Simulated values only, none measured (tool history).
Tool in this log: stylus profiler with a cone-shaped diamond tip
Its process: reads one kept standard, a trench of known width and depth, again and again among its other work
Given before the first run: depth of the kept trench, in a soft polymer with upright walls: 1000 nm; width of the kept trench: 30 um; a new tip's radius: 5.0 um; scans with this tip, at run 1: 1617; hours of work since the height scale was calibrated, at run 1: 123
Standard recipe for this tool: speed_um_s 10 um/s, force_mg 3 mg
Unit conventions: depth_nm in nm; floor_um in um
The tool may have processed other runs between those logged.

run,day,speed_um_s,force_mg,scans with this tip,hours of work since the height scale was calibrated,depth_nm,floor_um
1,0,10,3,1617,123,1018.22,23.76
2,0.342,3,3,1683,129,1018.09,23.7
3,0.867,3,3,1785,136,1017.54,23.68
4,1.162,3,3,1842,141,1017.87,23.71
5,1.596,36,3,1926,147,1018.17,23.61
6,1.988,10,3,2002,153,1018.02,23.67
7,2.438,10,3,2089,160,1017.97,23.66
8,3.021,10,3,2203,168,1017.81,23.59
9,3.471,10,3,2290,175,1018,23.64
10,4.042,10,3,2400,183,1017.78,23.67
11,4.308,10,3,2452,187,1018.15,23.55
12,4.742,10,3,2537,194,1018.61,23.64
13,5.183,10,3,2622,200,1018.35,23.61
14,5.642,10,3,2712,207,1018.37,23.61
15,6.088,10,3,2797,214,1018.7,23.61
16,6.433,10,3,2865,219,1018.78,23.55
17,6.754,10,3,2927,223,1018.17,23.56
18,7.225,10,3.3,3018,230,1019.75,23.56
19,7.792,10,5.67,3129,239,1027.79,23.53
20,8.121,10,2.65,3192,244,1016.93,23.53
21,8.538,15,2.65,3273,250,1016.91,23.55
22,9.171,15,2.65,3396,259,1017.23,23.58
23,9.817,15,3.3,3522,269,1019.75,23.51
24,10.204,15,3.3,3596,275,1019.37,23.47
25,10.658,15,3.3,3684,281,1019.47,23.5
26,11.025,15,3.3,3756,287,1019.69,23.44
27,11.608,3,2.2,3869,295,1015.27,23.51
28,12.221,3,2.2,3988,305,1015.23,23.45
29,12.662,36,2.06,4074,311,1014.41,23.37
30,13.012,2,1.29,4141,316,1011,23.47
31,13.421,2,1.29,4220,322,1011.61,23.44
32,13.908,12,3,4315,330,1018.56,23.43
33,14.454,12,4.98,4421,338,1026.23,23.41
34,14.808,4,4.98,4490,343,1025.69,23.42
35,15.367,5,6.35,4598,351,1030.34,23.41
36,15.917,13,2.73,4705,359,1017.8,23.38
37,16.229,13,2.73,4766,364,1017.5,23.34
38,16.492,13,2.73,4816,368,1017.97,23.32
39,17.125,10,1.38,4940,377,1011.88,23.36
40,17.654,10,1.38,5042,385,1012.12,23.35
41,18.033,8,2.82,5115,391,1018.31,23.33
42,18.358,8,7.74,5178,395,1034.63,23.28
43,18.712,32,5.93,5247,401,1029.19,23.28
44,19.296,32,5.93,5361,409,1029.18,23.24
45,19.629,21,4.22,5426,414,1023.17,23.28
46,20.204,2,1.16,5537,423,1010.89,23.28

Hidden state or all else? Some run-to-run changes of depth_nm, split into what the settings, what came in and random variation would give without the hidden state, and what is left for the hidden state (with any gauge scatter that isn't in both results):
What the log doesn't record here: radius of the tip, um; height scale over the true one, %; drift of the gauge itself on depth_nm, %; drift of the gauge itself on floor_um, %.
Run 7 -> 8: settings left as they were, no log entry in between. depth_nm -0.16 nm: hidden state +0.04, all else -0.2.
Run 18 -> 19: force_mg 3.3 -> 5.67. depth_nm +8.04 nm: hidden state +0.04, all else +8.
Run 22 -> 23: force_mg 2.65 -> 3.3. depth_nm +2.52 nm: hidden state +0.04, all else +2.48.
Run 35 -> 36: speed_um_s 5 -> 13, force_mg 6.35 -> 2.73. depth_nm -12.54 nm: hidden state +0.02, all else -12.56.
Run 41 -> 42: force_mg 2.82 -> 7.74. depth_nm +16.32 nm: hidden state +0.04, all else +16.28.
Run 45 -> 46: speed_um_s 21 -> 2, force_mg 4.22 -> 1.16. depth_nm -12.28 nm: hidden state +0.02, all else -12.3.
